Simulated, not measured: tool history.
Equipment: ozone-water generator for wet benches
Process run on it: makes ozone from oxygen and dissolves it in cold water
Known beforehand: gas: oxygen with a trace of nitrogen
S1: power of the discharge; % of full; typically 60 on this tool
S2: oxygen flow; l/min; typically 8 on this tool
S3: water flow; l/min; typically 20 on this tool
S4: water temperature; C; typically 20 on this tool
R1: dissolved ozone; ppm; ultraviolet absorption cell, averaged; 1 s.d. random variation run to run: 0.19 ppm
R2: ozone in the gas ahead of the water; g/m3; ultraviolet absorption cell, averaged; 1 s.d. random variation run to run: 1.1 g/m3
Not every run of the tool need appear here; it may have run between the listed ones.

run,day,S1,S2,S3,S4,R1,R2
1,0,60,8,20,20,24.5,180.6
2,3.808,60,8,20,20,24.5,182.4
3,6.288,60,8,20,13,27.4,181.6
4,10.65,60,8,20,13,27,183.6
5,15.771,60,8.2,20,13,27,179.3
6,18.862,60,8,20,20,24.1,179.6
7,24.188,60,8,20,20,24,180.3
8,29.862,60,8,20,20,23.6,181.7
9,34.412,60,5.67,20,20,25,219.4
10,39.85,60,5.67,20,20,24.7,221.3
11,43.4,60,5.67,20,20,24.5,222.3
12,46.604,60,5.67,18,20,26.3,218.6
13,52.404,80,8,20,20,27.4,211.4
14,56.317,61,4.84,19,26,23.4,241.9
15,59.933,51,5.22,25,24,17.7,208.9
16,62.658,51,5.22,25,24,17.7,207.9
17,67.017,72,5.2,27,14,23,252.9
18,71.8,55,5.2,22,14,23.4,216.8
19,77.312,55,4.91,22,14,23.3,223.6
20,82.708,69,8,20,20,24.6,188.5
21,85.817,69,8.03,20,20,24.4,188.2

What will run 22 give?
22,91.204,69,8.03,20,20,?,?

R1: 24.3 ppm
R2: 185.9 g/m3
With the hidden condition absent and the run-to-run variation left alone, this run would have shown R1 30.1 ppm, R2 219.9 g/m3.
